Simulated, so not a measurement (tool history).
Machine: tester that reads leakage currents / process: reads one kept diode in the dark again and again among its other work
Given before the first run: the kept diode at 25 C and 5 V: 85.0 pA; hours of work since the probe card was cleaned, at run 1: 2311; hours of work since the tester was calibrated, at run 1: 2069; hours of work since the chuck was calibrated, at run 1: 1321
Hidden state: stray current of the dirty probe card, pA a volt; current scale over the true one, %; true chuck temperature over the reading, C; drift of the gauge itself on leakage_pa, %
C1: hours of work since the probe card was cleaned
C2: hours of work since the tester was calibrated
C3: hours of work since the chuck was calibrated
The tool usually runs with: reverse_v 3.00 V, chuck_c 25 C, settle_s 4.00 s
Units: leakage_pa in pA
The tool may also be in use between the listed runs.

{"run": 1, "hour": 0.0, "reverse_v": 3.0, "chuck_c": 25, "settle_s": 4.0, "C1": 2311, "C2": 2069, "C3": 1321, "leakage_pa": 88.23}
{"run": 2, "hour": 101.7, "reverse_v": 3.0, "chuck_c": 25, "settle_s": 4.0, "C1": 2386, "C2": 2144, "C3": 1396, "leakage_pa": 89.41}
{"run": 3, "hour": 167.0, "reverse_v": 3.0, "chuck_c": 25, "settle_s": 4.0, "C1": 2435, "C2": 2193, "C3": 1445, "leakage_pa": 89.47}
{"run": 4, "hour": 218.7, "reverse_v": 3.0, "chuck_c": 25, "settle_s": 4.0, "C1": 2473, "C2": 2231, "C3": 1483, "leakage_pa": 89.75}
{"run": 5, "hour": 274.9, "reverse_v": 3.0, "chuck_c": 25, "settle_s": 4.0, "C1": 2515, "C2": 2273, "C3": 1525, "leakage_pa": 90.21}
{"run": 6, "hour": 338.9, "reverse_v": 3.0, "chuck_c": 25, "settle_s": 4.0, "C1": 2562, "C2": 2321, "C3": 1572, "leakage_pa": 90.92}
{"run": 7, "hour": 446.5, "reverse_v": 3.0, "chuck_c": 25, "settle_s": 4.0, "C1": 2642, "C2": 2400, "C3": 1652, "leakage_pa": 91.5}
{"run": 8, "hour": 493.4, "reverse_v": 3.0, "chuck_c": 25, "settle_s": 4.0, "C1": 2677, "C2": 2435, "C3": 1687, "leakage_pa": 91.84}
{"run": 9, "hour": 596.0, "reverse_v": 3.0, "chuck_c": 25, "settle_s": 4.0, "C1": 2753, "C2": 2511, "C3": 1763, "leakage_pa": 93.07}
{"run": 10, "hour": 654.9, "reverse_v": 3.0, "chuck_c": 25, "settle_s": 4.0, "C1": 2797, "C2": 2555, "C3": 1807, "leakage_pa": 93.58}
{"run": 11, "hour": 700.7, "reverse_v": 3.0, "chuck_c": 38, "settle_s": 4.0, "C1": 2831, "C2": 2589, "C3": 1841, "leakage_pa": 240.15}
{"run": 12, "hour": 774.4, "reverse_v": 3.0, "chuck_c": 38, "settle_s": 4.0, "C1": 2885, "C2": 2644, "C3": 1895, "leakage_pa": 241.13}
{"run": 13, "hour": 870.0, "reverse_v": 2.45, "chuck_c": 28, "settle_s": 0.45, "C1": 2956, "C2": 2715, "C3": 1966, "leakage_pa": 111.78}
{"run": 14, "hour": 918.5, "reverse_v": 4.11, "chuck_c": 23, "settle_s": 0.33, "C1": 2992, "C2": 2751, "C3": 2002, "leakage_pa": 97.62}
{"hour": 927.7, "done": "probe card cleaned and baked"}
{"hour": 951.0, "done": "chuck's temperature calibrated"}
{"run": 15, "hour": 1024.1, "reverse_v": 6.92, "chuck_c": 44, "settle_s": 1.16, "C1": 70, "C2": 2825, "C3": 54, "leakage_pa": 404.96}
{"run": 16, "hour": 1068.6, "reverse_v": 3.0, "chuck_c": 25, "settle_s": 3.34, "C1": 103, "C2": 2858, "C3": 87, "leakage_pa": 73.82}
{"run": 17, "hour": 1119.9, "reverse_v": 2.15, "chuck_c": 27, "settle_s": 0.48, "C1": 141, "C2": 2896, "C3": 125, "leakage_pa": 78.81}
{"run": 18, "hour": 1223.3, "reverse_v": 3.0, "chuck_c": 42, "settle_s": 5.85, "C1": 218, "C2": 2973, "C3": 202, "leakage_pa": 267.44}
{"run": 19, "hour": 1305.6, "reverse_v": 1.11, "chuck_c": 35, "settle_s": 8.92, "C1": 279, "C2": 3034, "C3": 263, "leakage_pa": 115.93}
{"run": 20, "hour": 1386.6, "reverse_v": 1.11, "chuck_c": 35, "settle_s": 8.92, "C1": 339, "C2": 3094, "C3": 323, "leakage_pa": 116.11}
{"run": 21, "hour": 1470.9, "reverse_v": 10.54, "chuck_c": 25, "settle_s": 4.0, "C1": 402, "C2": 3157, "C3": 386, "leakage_pa": 118.89}
{"hour": 1546.6, "done": "tester calibrated"}
{"run": 22, "hour": 1562.8, "reverse_v": 6.88, "chuck_c": 35, "settle_s": 3.65, "C1": 468, "C2": 12, "C3": 453, "leakage_pa": 215.48}
{"run": 23, "hour": 1660.1, "reverse_v": 9.53, "chuck_c": 35, "settle_s": 3.65, "C1": 541, "C2": 84, "C3": 525, "leakage_pa": 243.52}

Predict each of these 5 candidate next runs independently; none follows another, all start after run 23:
{"run": "A", "hour": 1753.1, "reverse_v": 9.98, "chuck_c": 24, "settle_s": 8.23, "C1": 610, "C2": 153, "C3": 594, "leakage_pa": "?"}
{"run": "B", "hour": 1753.1, "reverse_v": 3.49, "chuck_c": 40, "settle_s": 1.69, "C1": 610, "C2": 153, "C3": 594, "leakage_pa": "?"}
{"run": "C", "hour": 1753.1, "reverse_v": 2.89, "chuck_c": 55, "settle_s": 2.22, "C1": 610, "C2": 153, "C3": 594, "leakage_pa": "?"}
{"run": "D", "hour": 1753.1, "reverse_v": 3.0, "chuck_c": 34, "settle_s": 0.54, "C1": 610, "C2": 153, "C3": 594, "leakage_pa": "?"}
{"run": "E", "hour": 1753.1, "reverse_v": 3.0, "chuck_c": 25, "settle_s": 4.37, "C1": 610, "C2": 153, "C3": 594, "leakage_pa": "?"}

run=A leakage_pa=109.34
run=B leakage_pa=248.73
run=C leakage_pa=656.94
run=D leakage_pa=154.74
run=E leakage_pa=76.78
Take away the tool's hidden state, keep each run's random variation, and the runs would have read:
run=A leakage_pa=99.58
run=B leakage_pa=235.98
run=C leakage_pa=628.52
run=D leakage_pa=146.26
run=E leakage_pa=71.68
